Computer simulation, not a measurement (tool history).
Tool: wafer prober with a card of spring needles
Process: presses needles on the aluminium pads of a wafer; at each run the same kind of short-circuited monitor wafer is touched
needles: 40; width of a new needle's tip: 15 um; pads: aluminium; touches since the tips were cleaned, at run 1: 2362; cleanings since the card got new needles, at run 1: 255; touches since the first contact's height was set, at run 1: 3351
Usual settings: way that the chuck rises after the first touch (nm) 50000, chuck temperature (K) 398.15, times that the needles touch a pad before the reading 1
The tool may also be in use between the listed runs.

run    hour  way that the chuck rises after the first touch (nm)  chuck temperature (K)  times that the needles touch a pad before the reading  touches since the tips were cleaned  cleanings since the card got new needles  touches since the first contact's height was set  resistance of one needle with its contact and lead (mohm)  way that a needle slides on the pad (nm)
  1     0.0                                                50000                 398.15                                                      1                                 2362                                       255                                              3351                                                        267                                      9620
        3.6  -- tips cleaned on abrasive film
       10.6  -- tips cleaned on abrasive film
       17.7  -- tips cleaned on abrasive film
       26.5  -- tips cleaned on abrasive film
       33.5  -- tips cleaned on abrasive film
       42.3  -- tips cleaned on abrasive film
       49.4  -- tips cleaned on abrasive film
       58.2  -- tips cleaned on abrasive film
       67.0  -- tips cleaned on abrasive film
       75.8  -- tips cleaned on abrasive film
       82.8  -- tips cleaned on abrasive film
       89.9  -- tips cleaned on abrasive film
       97.0  -- tips cleaned on abrasive film
  2   100.9                                                50000                 307.15                                                      1                                 2216                                       268                                             59919                                                        247                                      9600
      104.4  -- tips cleaned on abrasive film
      113.2  -- tips cleaned on abrasive film
      122.0  -- tips cleaned on abrasive film
      129.1  -- tips cleaned on abrasive film
      136.1  -- tips cleaned on abrasive film
      144.9  -- tips cleaned on abrasive film
      152.0  -- tips cleaned on abrasive film
      160.8  -- tips cleaned on abrasive film
      167.8  -- tips cleaned on abrasive film
      174.9  -- tips cleaned on abrasive film
  3   178.7                                                50000                 307.15                                                      1                                 2177                                       278                                            103600                                                        243                                      9630
      182.3  -- tips cleaned on abrasive film
      189.4  -- tips cleaned on abrasive film
      191.4  -- height of the first contact set anew
      196.7  -- tips cleaned on abrasive film
      205.5  -- tips cleaned on abrasive film
      212.6  -- tips cleaned on abrasive film
      219.6  -- tips cleaned on abrasive film
      226.7  -- tips cleaned on abrasive film
      233.8  -- tips cleaned on abrasive film
      240.8  -- tips cleaned on abrasive film
      247.9  -- tips cleaned on abrasive film
      254.9  -- tips cleaned on abrasive film
  4   260.0                                                50000                 307.15                                                      1                                 2894                                       289                                             38471                                                        245                                      9590
      263.6  -- tips cleaned on abrasive film
      270.7  -- tips cleaned on abrasive film
      277.7  -- tips cleaned on abrasive film
      284.8  -- tips cleaned on abrasive film
      293.6  -- tips cleaned on abrasive film
      300.6  -- tips cleaned on abrasive film
      307.7  -- tips cleaned on abrasive film
      316.5  -- tips cleaned on abrasive film
      323.5  -- tips cleaned on abrasive film
      330.6  -- tips cleaned on abrasive film
      338.9  -- tips cleaned on abrasive film
  5   338.9                                                50000                 398.15                                                      1                                    0                                       300                                             82645                                                        268                                      9600
      347.7  -- tips cleaned on abrasive film
      354.7  -- tips cleaned on abrasive film
      361.8  -- tips cleaned on abrasive film
      368.8  -- tips cleaned on abrasive film
      375.9  -- tips cleaned on abrasive film
      383.0  -- tips cleaned on abrasive film
      388.5  -- height of the first contact set anew
  6   390.0                                                50000                 398.15                                                      1                                 3843                                       306                                               878                                                        266                                      9640
      391.9  -- tips cleaned on abrasive film
      398.9  -- tips cleaned on abrasive film
      406.0  -- tips cleaned on abrasive film
      413.0  -- tips cleaned on abrasive film
      420.1  -- tips cleaned on abrasive film
      427.1  -- tips cleaned on abrasive film
      434.2  -- tips cleaned on abrasive film
      441.3  -- tips cleaned on abrasive film
      448.3  -- tips cleaned on abrasive film
      457.1  -- tips cleaned on abrasive film
  7   458.7                                                50000                 365.15                                                      1                                  902                                       316                                             39332                                                        263                                      9550
      465.8  -- tips cleaned on abrasive film
      472.8  -- tips cleaned on abrasive film
      481.6  -- tips cleaned on abrasive film
      488.7  -- tips cleaned on abrasive film
      497.5  -- tips cleaned on abrasive film
      506.3  -- tips cleaned on abrasive film
      513.3  -- tips cleaned on abrasive film
      522.1  -- tips cleaned on abrasive film
      529.2  -- tips cleaned on abrasive film
      538.0  -- tips cleaned on abrasive film
      545.0  -- tips cleaned on abrasive film
      552.1  -- tips cleaned on abrasive film
  8   554.6                                                50000                 316.15                                                      1                                 1455                                       328                                             93162                                                        247                                      9580
      560.0  -- tips cleaned on abrasive film
      567.0  -- tips cleaned on abrasive film
      575.8  -- tips cleaned on abrasive film
      584.6  -- tips cleaned on abrasive film
      586.6  -- height of the first contact set anew
      593.7  -- tips cleaned on abrasive film
      602.5  -- tips cleaned on abrasive film
      611.3  -- tips cleaned on abrasive film
      618.4  -- tips cleaned on abrasive film
      627.1  -- tips cleaned on abrasive film
      635.9  -- tips cleaned on abrasive film
      643.0  -- tips cleaned on abrasive film
  9   649.7                                                50000                 316.15                                                      1                                 3787                                       339                                             35410                                                        244                                      9640
      651.5  -- tips cleaned on abrasive film
      658.6  -- tips cleaned on abrasive film
      665.6  -- tips cleaned on abrasive film
      672.7  -- tips cleaned on abrasive film
      681.5  -- tips cleaned on abrasive film
      688.5  -- tips cleaned on abrasive film
 10   695.4                                                50000                 316.15                                                      1                                 3928                                       345                                             61079                                                        244                                      9580
      697.3  -- tips cleaned on abrasive film
      704.3  -- tips cleaned on abrasive film
      713.1  -- tips cleaned on abrasive film
      721.9  -- tips cleaned on abrasive film
      729.0  -- tips cleaned on abrasive film
      737.8  -- tips cleaned on abrasive film
      746.6  -- tips cleaned on abrasive film
      753.6  -- tips cleaned on abrasive film
      760.7  -- tips cleaned on abrasive film
      769.5  -- tips cleaned on abrasive film
 11   770.7                                                32000                 320.15                                                      1                                  700                                       355                                            103285                                                        262                                      6120
      777.8  -- tips cleaned on abrasive film
      783.3  -- height of the first contact set anew
      785.1  -- tips cleaned on abrasive film
      792.2  -- tips cleaned on abrasive film
      801.0  -- tips cleaned on abrasive film
      808.1  -- tips cleaned on abrasive film
      816.8  -- tips cleaned on abrasive film
      823.9  -- tips cleaned on abrasive film
 12   829.2                                                32000                 320.15                                                      1                                 3030                                       362                                             25759                                                        253                                      6130
      831.1  -- tips cleaned on abrasive film
      838.1  -- tips cleaned on abrasive film
      845.2  -- tips cleaned on abrasive film
      852.2  -- tips cleaned on abrasive film
      861.0  -- tips cleaned on abrasive film
      868.1  -- tips cleaned on abrasive film
 13   872.4                                                32000                 320.15                                                      1                                 2450                                       368                                             49945                                                        256                                      6070
      876.0  -- tips cleaned on abrasive film
      883.0  -- tips cleaned on abrasive film
      890.1  -- tips cleaned on abrasive film
      897.2  -- tips cleaned on abrasive film
      904.2  -- tips cleaned on abrasive film
      911.3  -- tips cleaned on abrasive film
      918.3  -- tips cleaned on abrasive film
      927.1  -- tips cleaned on abrasive film
      934.2  -- tips cleaned on abrasive film
      941.2  -- tips cleaned on abrasive film
      950.0  -- tips cleaned on abrasive film
      957.1  -- tips cleaned on abrasive film
 14   962.1                                                50000                 364.15                                                      1                                 2870                                       380                                            100249                                                        260                                      9640
      965.7  -- tips cleaned on abrasive film
      972.8  -- tips cleaned on abrasive film
      980.0  -- height of the first contact set anew
      981.9  -- tips cleaned on abrasive film
      990.7  -- tips cleaned on abrasive film
      999.5  -- tips cleaned on abrasive film
     1006.5  -- tips cleaned on abrasive film
     1013.6  -- tips cleaned on abrasive film
     1022.4  -- tips cleaned on abrasive film
     1029.4  -- tips cleaned on abrasive film
     1038.2  -- tips cleaned on abrasive film
     1047.0  -- tips cleaned on abrasive film
     1054.1  -- tips cleaned on abrasive film
     1061.1  -- tips cleaned on abrasive film
     1073.1  -- card fitted with new needles
 15  1074.5                                                36000                 304.15                                                      1                                  760                                         0                                               760                                                        247                                      6900
     1081.5  -- tips cleaned on abrasive film
     1088.6  -- tips cleaned on abrasive film
     1097.4  -- tips cleaned on abrasive film
     1104.4  -- tips cleaned on abrasive film
     1111.5  -- tips cleaned on abrasive film
 16  1118.1                                                36000                 304.15                                                      1                                 3746                                         5                                             25258                                                        253                                      6910
     1119.9  -- tips cleaned on abrasive film
     1127.0  -- tips cleaned on abrasive film
     1135.8  -- tips cleaned on abrasive film
     1144.6  -- tips cleaned on abrasive film
     1151.6  -- tips cleaned on abrasive film
     1158.7  -- tips cleaned on abrasive film
     1167.5  -- tips cleaned on abrasive film
     1174.5  -- tips cleaned on abrasive film
     1181.6  -- tips cleaned on abrasive film
 17  1187.5                                                36000                 381.15                                                      2                                 3360                                        14                                             64193                                                        271                                      6890

4 ways to go on from here, each from the tool as it stands after run 17. What would each give?
     1189.4  -- tips cleaned on abrasive film
     1196.4  -- tips cleaned on abrasive film
     1203.5  -- tips cleaned on abrasive film
     1210.5  -- tips cleaned on abrasive film
     1219.3  -- tips cleaned on abrasive film
     1226.4  -- tips cleaned on abrasive film
     1233.4  -- tips cleaned on abrasive film
     1242.2  -- tips cleaned on abrasive film
     1251.0  -- tips cleaned on abrasive film
     1259.8  -- tips cleaned on abrasive film
  A  1265.5                                                65000                 393.15                                                      1                                 3244                                        24                                            107952                                                          ?                                         ?
     1189.4  -- tips cleaned on abrasive film
     1196.4  -- tips cleaned on abrasive film
     1203.5  -- tips cleaned on abrasive film
     1210.5  -- tips cleaned on abrasive film
     1219.3  -- tips cleaned on abrasive film
     1226.4  -- tips cleaned on abrasive film
     1233.4  -- tips cleaned on abrasive film
     1242.2  -- tips cleaned on abrasive film
     1251.0  -- tips cleaned on abrasive film
     1259.8  -- tips cleaned on abrasive film
  B  1265.5                                                36000                 381.15                                                      2                                 3244                                        24                                            107952                                                          ?                                         ?
     1189.4  -- tips cleaned on abrasive film
     1196.4  -- tips cleaned on abrasive film
     1203.5  -- tips cleaned on abrasive film
     1210.5  -- tips cleaned on abrasive film
     1219.3  -- tips cleaned on abrasive film
     1226.4  -- tips cleaned on abrasive film
     1233.4  -- tips cleaned on abrasive film
     1242.2  -- tips cleaned on abrasive film
     1251.0  -- tips cleaned on abrasive film
     1259.8  -- tips cleaned on abrasive film
  C  1265.5                                                66000                 312.15                                                      2                                 3244                                        24                                            107952                                                          ?                                         ?
     1189.4  -- tips cleaned on abrasive film
     1196.4  -- tips cleaned on abrasive film
     1203.5  -- tips cleaned on abrasive film
     1210.5  -- tips cleaned on abrasive film
     1219.3  -- tips cleaned on abrasive film
     1226.4  -- tips cleaned on abrasive film
     1233.4  -- tips cleaned on abrasive film
     1242.2  -- tips cleaned on abrasive film
     1251.0  -- tips cleaned on abrasive film
     1259.8  -- tips cleaned on abrasive film
  D  1265.5                                                33000                 305.15                                                      2                                 3244                                        24                                            107952                                                          ?                                         ?

run  resistance of one needle with its contact and lead (mohm)  way that a needle slides on the pad (nm)
  A                                                        260                                     12380
  B                                                        271                                      6930
  C                                                        244                                     12650
  D                                                        251                                      6340
Without the tool's hidden state the same runs would have given:
run  resistance of one needle with its contact and lead (mohm)  way that a needle slides on the pad (nm)
  A                                                        260                                     12380
  B                                                        271                                      6940
  C                                                        244                                     12650
  D                                                        250                                      6340
